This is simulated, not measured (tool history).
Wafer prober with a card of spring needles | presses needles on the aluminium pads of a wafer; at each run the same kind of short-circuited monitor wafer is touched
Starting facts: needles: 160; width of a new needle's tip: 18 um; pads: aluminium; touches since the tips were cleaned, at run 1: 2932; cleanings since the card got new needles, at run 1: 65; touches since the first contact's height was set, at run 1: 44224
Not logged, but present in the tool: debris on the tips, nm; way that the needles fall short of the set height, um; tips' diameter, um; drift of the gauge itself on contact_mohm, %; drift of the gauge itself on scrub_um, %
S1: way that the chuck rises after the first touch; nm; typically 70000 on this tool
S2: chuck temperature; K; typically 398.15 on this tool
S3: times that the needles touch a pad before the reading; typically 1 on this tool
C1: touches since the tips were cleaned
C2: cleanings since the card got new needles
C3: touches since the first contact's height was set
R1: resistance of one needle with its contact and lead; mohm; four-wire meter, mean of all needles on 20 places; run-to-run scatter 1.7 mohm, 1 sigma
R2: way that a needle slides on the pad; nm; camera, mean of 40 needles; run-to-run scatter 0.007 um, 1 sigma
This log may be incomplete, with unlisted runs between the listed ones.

Run 1, hour 0.0: usual settings; C1 2932; C2 65; C3 44224. Result: R1 222 mohm, R2 10468 nm.
At hour 3.6: tips cleaned on abrasive film.
At hour 18.1: tips cleaned on abrasive film.
Run 2, hour 27.7: usual settings but S1 87000 nm; C1 2504; C2 67; C3 51415. Result: R1 203 mohm, R2 13028 nm.
At hour 31.5: tips cleaned on abrasive film.
At hour 44.5: tips cleaned on abrasive film.
Run 3, hour 51.2: usual settings; C1 1768; C2 69; C3 57529. Result: R1 213 mohm, R2 10433 nm.
At hour 59.6: tips cleaned on abrasive film.
At hour 74.2: tips cleaned on abrasive film.
Run 4, hour 78.7: usual settings; C1 1170; C2 71; C3 64673. Result: R1 209 mohm, R2 10424 nm.
At hour 88.4: tips cleaned on abrasive film.
At hour 102.9: tips cleaned on abrasive film.
At hour 103.2: height of the first contact set anew.
Run 5, hour 105.5: usual settings but S1 66000 nm; C1 613; C2 73; C3 613. Result: R1 203 mohm, R2 9802 nm.
At hour 116.4: tips cleaned on abrasive film.
Run 6, hour 123.7: usual settings but S1 66000 nm; C1 1895; C2 74; C3 5340. Result: R1 220 mohm, R2 9802 nm.
At hour 129.7: tips cleaned on abrasive film.
Run 7, hour 138.9: usual settings; C1 2425; C2 75; C3 9308. Result: R1 216 mohm, R2 10394 nm.
At hour 143.8: tips cleaned on abrasive film.
Run 8, hour 153.2: usual settings; C1 2466; C2 76; C3 13019. Result: R1 215 mohm, R2 10379 nm.
At hour 158.3: tips cleaned on abrasive film.
At hour 172.0: tips cleaned on abrasive film.
Run 9, hour 174.7: usual settings; C1 691; C2 78; C3 18587. Result: R1 194 mohm, R2 10366 nm.
At hour 185.9: tips cleaned on abrasive film.
At hour 200.1: tips cleaned on abrasive film.
Run 10, hour 201.1: usual settings; C1 257; C2 80; C3 25458. Result: R1 191 mohm, R2 10346 nm.
At hour 215.4: tips cleaned on abrasive film.
Run 11, hour 222.1: usual settings; C1 1752; C2 81; C3 30925. Result: R1 216 mohm, R2 10350 nm.
At hour 228.7: tips cleaned on abrasive film.
At hour 243.4: tips cleaned on abrasive film.
Run 12, hour 247.0: usual settings; C1 954; C2 83; C3 37402. Result: R1 203 mohm, R2 10337 nm.
At hour 251.2: height of the first contact set anew, once more.
At hour 257.6: tips cleaned on abrasive film.
At hour 271.4: tips cleaned on abrasive film.
Run 13, hour 276.9: usual settings; C1 1438; C2 85; C3 6669. Result: R1 208 mohm, R2 10523 nm.
At hour 285.5: tips cleaned on abrasive film.
Run 14, hour 289.6: usual settings but S2 361.15 K; C1 1066; C2 86; C3 9958. Result: R1 197 mohm, R2 10528 nm.
At hour 299.3: tips cleaned on abrasive film.
Run 15, hour 311.1: usual settings but S2 361.15 K; C1 3113; C2 87; C3 15583. Result: R1 216 mohm, R2 10535 nm.
At hour 313.4: tips cleaned on abrasive film.
At hour 327.6: tips cleaned on abrasive film.
Run 16, hour 331.3: usual settings but S2 361.15 K; C1 976; C2 89; C3 20808. Result: R1 195 mohm, R2 10503 nm.
At hour 341.1: tips cleaned on abrasive film.
Run 17, hour 347.5: usual settings but S1 51000 nm, S2 305.15 K, S3 2; C1 1680; C2 90; C3 25029. Result: R1 206 mohm, R2 7644 nm.
At hour 354.5: tips cleaned on abrasive film.
At hour 368.6: tips cleaned on abrasive film.
Run 18, hour 372.4: usual settings but S1 61000 nm, S2 363.15 K, S3 2; C1 982; C2 92; C3 31487. Result: R1 194 mohm, R2 9134 nm.
At hour 382.4: tips cleaned on abrasive film.
Run 19, hour 387.8: usual settings but S1 61000 nm, S2 363.15 K, S3 2; C1 1434; C2 93; C3 35515. Result: R1 200 mohm, R2 9130 nm.
At hour 396.2: tips cleaned on abrasive film.
Run 20, hour 404.6: usual settings but S1 61000 nm, S2 363.15 K, S3 2; C1 2195; C2 94; C3 39882. Result: R1 205 mohm, R2 9125 nm.
At hour 411.3: tips cleaned on abrasive film.
At hour 424.9: tips cleaned on abrasive film.
Run 21, hour 424.9: usual settings but S2 361.15 K; C1 0; C2 96; C3 45152. Result: R1 176 mohm, R2 10463 nm.
At hour 438.4: tips cleaned on abrasive film.
Run 22, hour 445.0: usual settings but S2 324.15 K, S3 2; C1 1734; C2 97; C3 50390. Result: R1 188 mohm, R2 10467 nm.
At hour 451.8: tips cleaned on abrasive film.
At hour 465.8: tips cleaned on abrasive film.
Run 23, hour 468.3: usual settings but S1 75000 nm, S2 341.15 K, S3 2; C1 646; C2 99; C3 56431. Result: R1 182 mohm, R2 11196 nm.
At hour 479.6: tips cleaned on abrasive film.
Run 24, hour 489.7: usual settings but S1 75000 nm, S2 340.15 K, S3 2; C1 2645; C2 100; C3 61999. Result: R1 195 mohm, R2 11201 nm.
At hour 494.6: tips cleaned on abrasive film.
At hour 509.5: tips cleaned on abrasive film.
Run 25, hour 519.8: usual settings but S1 75000 nm, S2 340.15 K, S3 2; C1 2688; C2 102; C3 69836. Result: R1 195 mohm, R2 11179 nm.
At hour 523.2: tips cleaned on abrasive film.
At hour 525.7: height of the first contact set anew.
Run 26, hour 535.2: usual settings but S1 50000 nm, S2 328.15 K, S3 2; C1 3060; C2 103; C3 2489. Result: R1 224 mohm, R2 7542 nm.
At hour 536.7: tips cleaned on abrasive film.
Run 27, hour 549.1: usual settings but S1 59000 nm, S2 337.15 K, S3 2; C1 3235; C2 104; C3 6108. Result: R1 205 mohm, R2 8882 nm.
At hour 550.6: tips cleaned on abrasive film.
At hour 563.6: tips cleaned on abrasive film.
At hour 576.5: tips cleaned on abrasive film.
Run 28, hour 576.7: usual settings but S1 73000 nm, S2 312.15 K; C1 52; C2 107; C3 13245. Result: R1 166 mohm, R2 10977 nm.
At hour 589.4: tips cleaned on abrasive film.
Run 29, hour 589.4: usual settings but S1 61000 nm, S2 319.15 K; C1 0; C2 108; C3 16568. Result: R1 170 mohm, R2 9151 nm.
At hour 602.7: tips cleaned on abrasive film.
Run 30, hour 611.6: usual settings but S1 61000 nm, S2 319.15 K; C1 2352; C2 109; C3 22357. Result: R1 228 mohm, R2 9140 nm.
At hour 616.8: tips cleaned on abrasive film.
At hour 629.6: tips cleaned on abrasive film.
Run 31, hour 635.3: usual settings but S1 61000 nm, S2 319.15 K; C1 1492; C2 111; C3 28506. Result: R1 214 mohm, R2 9126 nm.

Each row is a separate what-if for the run after 31, all from the same tool condition, not one after another. Results?
At hour 643.5: tips cleaned on abrasive film.
Run A, hour 651.6: usual settings but S1 61000 nm, S2 309.15 K; C1 2122; C2 112; C3 32734. Result: R1 ?, R2 ?.
At hour 643.5: tips cleaned on abrasive film.
Run B, hour 651.6: usual settings but S1 82000 nm, S2 336.15 K, S3 2; C1 2122; C2 112; C3 32734. Result: R1 ?, R2 ?.
At hour 643.5: tips cleaned on abrasive film.
Run C, hour 651.6: usual settings but S2 393.15 K; C1 2122; C2 112; C3 32734. Result: R1 ?, R2 ?.
At hour 643.5: tips cleaned on abrasive film.
Run D, hour 651.6: usual settings but S1 62000 nm, S2 352.15 K; C1 2122; C2 112; C3 32734. Result: R1 ?, R2 ?.

run   R1     R2
  A  218   9132
  B  185  12283
  C  217  10488
  D  226   9263
The same runs, with their run-to-run variation unchanged, on a tool lacking any hidden condition would have given:
run   R1     R2
  A  161   9198
  B  165  12349
  C  177  10554
  D  174   9329
